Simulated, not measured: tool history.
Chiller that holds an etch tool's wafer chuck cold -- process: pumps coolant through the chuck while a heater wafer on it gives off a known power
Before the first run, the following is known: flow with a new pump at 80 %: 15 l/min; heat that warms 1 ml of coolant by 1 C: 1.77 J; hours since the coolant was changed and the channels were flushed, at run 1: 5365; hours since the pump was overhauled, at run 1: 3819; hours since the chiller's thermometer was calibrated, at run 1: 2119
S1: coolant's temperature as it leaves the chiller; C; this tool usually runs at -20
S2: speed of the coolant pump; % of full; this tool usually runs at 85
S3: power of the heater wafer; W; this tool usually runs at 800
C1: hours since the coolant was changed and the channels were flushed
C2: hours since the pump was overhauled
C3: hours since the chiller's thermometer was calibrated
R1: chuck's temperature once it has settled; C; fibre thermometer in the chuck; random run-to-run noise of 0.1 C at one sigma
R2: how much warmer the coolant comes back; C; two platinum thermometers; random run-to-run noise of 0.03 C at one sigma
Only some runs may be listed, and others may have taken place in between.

run 1 hour=0 | S1=-20 S2=85 S3=800 | C1=5365 C2=3819 C3=2119 | R1=-9.9 R2=1.78
run 2 hour=153.2 | S1=-20 S2=85 S3=800 | C1=5519 C2=3972 C3=2272 | R1=-9.9 R2=1.81
run 3 hour=291.1 | S1=-20 S2=85 S3=800 | C1=5657 C2=4110 C3=2410 | R1=-9.7 R2=1.81
run 4 hour=364 | S1=-20 S2=85 S3=800 | C1=5729 C2=4183 C3=2483 | R1=-9.5 R2=1.8
run 5 hour=521.4 | S1=-20 S2=63 S3=800 | C1=5887 C2=4340 C3=2640 | R1=-7.5 R2=2.52
run 6 hour=685 | S1=-20 S2=85 S3=800 | C1=6050 C2=4504 C3=2804 | R1=-9.5 R2=1.73
run 7 hour=807.5 | S1=-20 S2=85 S3=800 | C1=6173 C2=4626 C3=2926 | R1=-9.5 R2=1.77
run 8 hour=884.1 | S1=-20 S2=85 S3=800 | C1=6249 C2=4703 C3=3003 | R1=-9.5 R2=1.79
run 9 hour=996.5 | S1=-20 S2=84 S3=800 | C1=6362 C2=4815 C3=3115 | R1=-9.4 R2=1.84
run 10 hour=1136.4 | S1=-20 S2=85 S3=800 | C1=6502 C2=4955 C3=3255 | R1=-9.4 R2=1.79
run 11 hour=1205.8 | S1=-27 S2=85 S3=800 | C1=6571 C2=5025 C3=3325 | R1=-16.5 R2=1.78
-- hour=1215 chiller's thermometer calibrated
run 12 hour=1293 | S1=-22 S2=85 S3=421 | C1=6657 C2=5111 C3=78 | R1=-16.6 R2=0.92
run 13 hour=1397.6 | S1=-16 S2=97 S3=454 | C1=6762 C2=5215 C3=183 | R1=-10.5 R2=0.88
run 14 hour=1543.2 | S1=-16 S2=97 S3=454 | C1=6908 C2=5361 C3=328 | R1=-10.5 R2=0.88
run 15 hour=1677.9 | S1=-25 S2=74 S3=620 | C1=7042 C2=5496 C3=463 | R1=-15.9 R2=1.73
run 16 hour=1832.2 | S1=-22 S2=79 S3=729 | C1=7197 C2=5650 C3=617 | R1=-11.8 R2=1.8
run 17 hour=1925.6 | S1=-15 S2=79 S3=423 | C1=7290 C2=5743 C3=711 | R1=-9.3 R2=1.05
run 18 hour=2055 | S1=-10 S2=68 S3=649 | C1=7419 C2=5873 C3=840 | R1=0 R2=1.92
-- hour=2162.1 chiller's thermometer calibrated, once more
run 19 hour=2222.4 | S1=-10 S2=68 S3=649 | C1=7586 C2=6039 C3=60 | R1=0.4 R2=1.91
run 20 hour=2299 | S1=-16 S2=63 S3=649 | C1=7662 C2=6116 C3=137 | R1=-5.1 R2=2.15
run 21 hour=2448.8 | S1=-24 S2=75 S3=745 | C1=7812 C2=6266 C3=287 | R1=-12.7 R2=1.93

Here are 4 independent what-if runs from the current tool condition. What would each one return?
run A hour=2562.2 | S1=-27 S2=87 S3=944 | C1=7926 C2=6379 C3=400 | R1=? R2=?
run B hour=2562.2 | S1=-21 S2=85 S3=505 | C1=7926 C2=6379 C3=400 | R1=? R2=?
run C hour=2562.2 | S1=-24 S2=79 S3=579 | C1=7926 C2=6379 C3=400 | R1=? R2=?
run D hour=2562.2 | S1=-18 S2=71 S3=733 | C1=7926 C2=6379 C3=400 | R1=? R2=?

run=A R1=-14.1 R2=2.08
run=B R1=-13.9 R2=1.17
run=C R1=-15.6 R2=1.38
run=D R1=-6.6 R2=2.1
Without the tool's unlogged condition, the same runs would have read:
run=A R1=-16.7 R2=1.92
run=B R1=-15.3 R2=1.08
run=C R1=-17.3 R2=1.27
run=D R1=-8.8 R2=1.94
